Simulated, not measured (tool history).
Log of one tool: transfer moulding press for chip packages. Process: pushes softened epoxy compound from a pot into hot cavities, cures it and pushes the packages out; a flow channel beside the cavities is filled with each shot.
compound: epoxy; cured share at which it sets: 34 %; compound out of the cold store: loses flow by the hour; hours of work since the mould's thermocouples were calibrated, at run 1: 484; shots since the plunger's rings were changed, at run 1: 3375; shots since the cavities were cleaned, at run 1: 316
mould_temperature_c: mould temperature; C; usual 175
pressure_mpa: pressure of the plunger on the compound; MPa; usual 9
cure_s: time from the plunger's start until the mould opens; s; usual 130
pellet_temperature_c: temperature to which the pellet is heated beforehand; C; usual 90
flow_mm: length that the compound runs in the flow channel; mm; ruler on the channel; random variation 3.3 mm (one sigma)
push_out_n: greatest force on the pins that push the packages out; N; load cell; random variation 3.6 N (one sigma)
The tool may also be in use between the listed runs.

run	hour	mould_temperature_c	pressure_mpa	cure_s	pellet_temperature_c	hours of work since the mould's thermocouples were calibrated	shots since the plunger's rings were changed	shots since the cavities were cleaned	incoming compound's hours out of the cold store	flow_mm	push_out_n
1	0	175	9	130	90	484	3375	316	40.3	894	241
# hour 37.6: cavities cleaned with cleaning compound and waxed
2	46.5	175	9	130	94	505	3690	62	36.4	900	214
# hour 98.9: mould's thermocouples calibrated
3	104.6	182	9	130	94	3	4083	455	10.2	924	202
# hour 123.4: cavities cleaned with cleaning compound and waxed
4	140.6	175	9	130	90	19	4325	121	24.1	919	194
5	178.2	175	9	130	90	36	4589	385	27.8	900	240
# hour 204.4: cavities cleaned with cleaning compound and waxed
6	207.6	175	9	130	90	49	4784	23	36.9	876	197
# hour 226.6: plunger's sealing rings changed
7	258.8	175	9	130	90	72	225	364	28.7	978	235
# hour 290.3: cavities cleaned with cleaning compound and waxed
8	307	175	9	130	90	94	553	117	46.1	922	211
9	355	175	9	130	90	116	889	453	40.5	934	238
# hour 375.6: cavities cleaned with cleaning compound and waxed
10	406.8	175	9	130	90	140	1241	218	47.7	908	209
11	437.2	175	9	130	90	154	1455	432	29	953	244
# hour 457: cavities cleaned with cleaning compound and waxed
12	474.8	175	9	146	90	171	1708	125	8.5	1012	177
13	517.5	175	9	146	90	191	2006	423	31.7	941	211
# hour 540.7: cavities cleaned with cleaning compound and waxed
14	551.7	175	9	130	90	206	2236	77	8.6	1000	206
15	583.1	175	8.31	130	90	221	2456	297	23.7	920	230
16	611	175	8.31	130	90	234	2652	493	24.8	915	252
# hour 622.7: cavities cleaned with cleaning compound and waxed
17	666.6	177	9.12	130	89	259	3030	307	16	962	209
# hour 707.3: cavities cleaned with cleaning compound and waxed
18	719.6	175	7.65	130	90	283	3392	87	39.4	825	206
19	758.1	175	9.21	130	100	301	3661	356	31.3	927	239
# hour 788.5: cavities cleaned with cleaning compound and waxed
20	818.7	175	9.21	130	100	328	4075	211	41.5	894	213
# hour 871.2: cavities cleaned with cleaning compound and waxed
21	872.7	175	7.69	130	96	353	4443	10	26.4	841	199
22	916.6	170	7.01	131	96	373	4751	318	19.8	839	324
# hour 940.4: plunger's sealing rings changed
# hour 954.7: cavities cleaned with cleaning compound and waxed
23	975.6	170	7.01	132	96	399	236	146	45.2	842	276
24	1000.6	173	9.95	133	96	411	412	322	45.6	989	245
25	1030.4	176	9	130	94	425	620	530	31.4	958	238
# hour 1036.1: cavities cleaned with cleaning compound and waxed
26	1061.6	176	9	130	94	438	829	179	16.9	997	212
27	1095.3	176	9	130	94	454	1065	415	14.3	1002	239
# hour 1119.1: cavities cleaned with cleaning compound and waxed
28	1145.3	172	10.32	130	90	477	1405	184	24.5	1060	272

Forecast each of these 4 alternatives for the next run:
A	1197.9	174	10.39	169	90	501	1773	552	12.8	?	?
B	1197.9	174	10.32	130	90	501	1773	552	11.5	?	?
C	1197.9	172	10.32	130	96	501	1773	552	19.5	?	?
D	1197.9	175	9	117	93	501	1773	552	30.5	?	?

run	flow_mm	push_out_n
A	1078	216
B	1079	286
C	1069	313
D	951	315
Without the tool's hidden state the same runs would have given:
run	flow_mm	push_out_n
A	1105	157
B	1106	196
C	1096	211
D	976	215

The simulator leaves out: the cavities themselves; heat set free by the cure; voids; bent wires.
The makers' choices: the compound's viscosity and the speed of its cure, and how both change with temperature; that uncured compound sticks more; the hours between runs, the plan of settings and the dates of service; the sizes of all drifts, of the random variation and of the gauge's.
